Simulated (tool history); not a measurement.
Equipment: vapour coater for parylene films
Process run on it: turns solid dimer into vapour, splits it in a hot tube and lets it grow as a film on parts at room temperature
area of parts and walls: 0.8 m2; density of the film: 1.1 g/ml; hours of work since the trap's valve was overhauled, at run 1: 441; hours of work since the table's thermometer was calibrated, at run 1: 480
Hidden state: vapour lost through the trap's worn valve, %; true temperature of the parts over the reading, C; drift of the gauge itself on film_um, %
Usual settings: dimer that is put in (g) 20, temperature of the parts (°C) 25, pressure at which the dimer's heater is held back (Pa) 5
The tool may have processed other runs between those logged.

run     day  dimer that is put in (g)  temperature of the parts (°C)  pressure at which the dimer's heater is held back (Pa)  hours of work since the trap's valve was overhauled  hours of work since the table's thermometer was calibrated  thickness of the film (um)
  1       0                        20                             25                                                       5                                                  441                                                         480                       13.86
      2.679  -- trap's valve overhauled
  2   3.121                        20                             25                                                       5                                                    6                                                         522                       13.88
  3   4.975                        20                             25                                                       5                                                   33                                                         548                       13.77
  4   6.475                        20                             25                                                       5                                                   54                                                         570                       13.74
  5    7.95                        20                             25                                                       5                                                   75                                                         591                       13.98
  6   10.55                        20                             25                                                       5                                                  112                                                         628                       13.83
  7   12.25                        20                             25                                                       5                                                  136                                                         652                       13.87
  8    13.5                        20                             25                                                    6.31                                                  154                                                         670                       13.38
  9  15.525                        20                             25                                                    6.31                                                  183                                                         699                       13.24
 10  18.204                        20                             25                                                       5                                                  221                                                         737                       13.88
 11  20.321                        20                             25                                                       5                                                  251                                                         767                        14.1
 12  22.967                        20                             25                                                       5                                                  289                                                         805                       14.06
 13  24.954                        20                             25                                                       5                                                  317                                                         833                       14.03
 14  27.725                        20                             25                                                    3.56                                                  357                                                         873                       14.88
 15  30.408                        15                             19                                                    4.16                                                  395                                                         911                       14.19
 16  32.038                        15                             19                                                    4.16                                                  418                                                         934                        14.1
 17  33.471                        20                             19                                                    2.85                                                  439                                                         954                       20.15
     36.246  -- trap's valve overhauled
 18   36.45                         8                             24                                                    2.16                                                    3                                                         995                        6.96
 19  38.871                         8                             28                                                    8.64                                                   37                                                        1029                         4.5

Forecast run 20:
 20  41.25                        36                             25                                                    4.43                                                   71                                                        1063                           ?

Logged for run 20: thickness of the film (um) 25.97.
The same run, on a tool lacking any hidden state, would have yielded thickness of the film (um) 25.28.

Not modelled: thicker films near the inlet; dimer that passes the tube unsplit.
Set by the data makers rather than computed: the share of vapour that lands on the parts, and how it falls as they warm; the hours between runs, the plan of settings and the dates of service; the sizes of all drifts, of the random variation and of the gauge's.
